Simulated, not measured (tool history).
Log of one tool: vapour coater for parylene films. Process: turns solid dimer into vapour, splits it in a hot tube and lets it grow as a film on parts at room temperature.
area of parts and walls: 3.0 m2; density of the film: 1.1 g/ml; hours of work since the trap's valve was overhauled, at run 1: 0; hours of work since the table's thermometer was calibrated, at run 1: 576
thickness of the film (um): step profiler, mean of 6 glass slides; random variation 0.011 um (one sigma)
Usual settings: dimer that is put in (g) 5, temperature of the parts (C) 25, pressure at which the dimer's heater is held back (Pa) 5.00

run   hour  dimer that is put in (g)  temperature of the parts (C)  pressure at which the dimer's heater is held back (Pa)  hours of work since the trap's valve was overhauled  hours of work since the table's thermometer was calibrated  thickness of the film (um)
  1    0.0                         5                            25                                                    5.00                                                    0                                                         576                        0.72
  2   54.7                         5                            25                                                    5.77                                                   22                                                         598                        0.69
  3   99.3                         5                            25                                                    4.10                                                   40                                                         616                        0.72
  4  145.9                         5                            25                                                    4.10                                                   59                                                         634                        0.72
  5  194.6                         5                            25                                                    4.10                                                   78                                                         654                        0.70
  6  240.6                         5                            25                                                    4.10                                                   97                                                         673                        0.72
  7  276.7                         5                            25                                                    4.10                                                  112                                                         687                        0.71
  8  327.3                         4                            25                                                    5.00                                                  132                                                         708                        0.56
  9  366.8                         5                            25                                                    5.00                                                  148                                                         723                        0.68
 10  405.9                         8                            29                                                   11.21                                                  164                                                         739                        0.89
 11  468.2                         8                            29                                                    9.29                                                  189                                                         764                        0.92
 12  499.5                         8                            29                                                    9.29                                                  201                                                         777                        0.89
 13  571.7                         8                            29                                                    9.29                                                  230                                                         806                        0.88
 14  640.9                         8                            29                                                    9.29                                                  258                                                         834                        0.87
 15  692.5                         7                            29                                                    2.21                                                  279                                                         855                        0.93

Forecast each of these 3 alternatives for the next run:
  A  745.2                         4                            18                                                    2.30                                                  300                                                         876                           ?
  B  745.2                         5                            31                                                    5.00                                                  300                                                         876                           ?
  C  745.2                         5                            30                                                    2.47                                                  300                                                         876                           ?

run  thickness of the film (um)
  A                        0.63
  B                        0.57
  C                        0.65
Without the tool's hidden state the same runs would have given:
run  thickness of the film (um)
  A                        0.72
  B                        0.65
  C                        0.74

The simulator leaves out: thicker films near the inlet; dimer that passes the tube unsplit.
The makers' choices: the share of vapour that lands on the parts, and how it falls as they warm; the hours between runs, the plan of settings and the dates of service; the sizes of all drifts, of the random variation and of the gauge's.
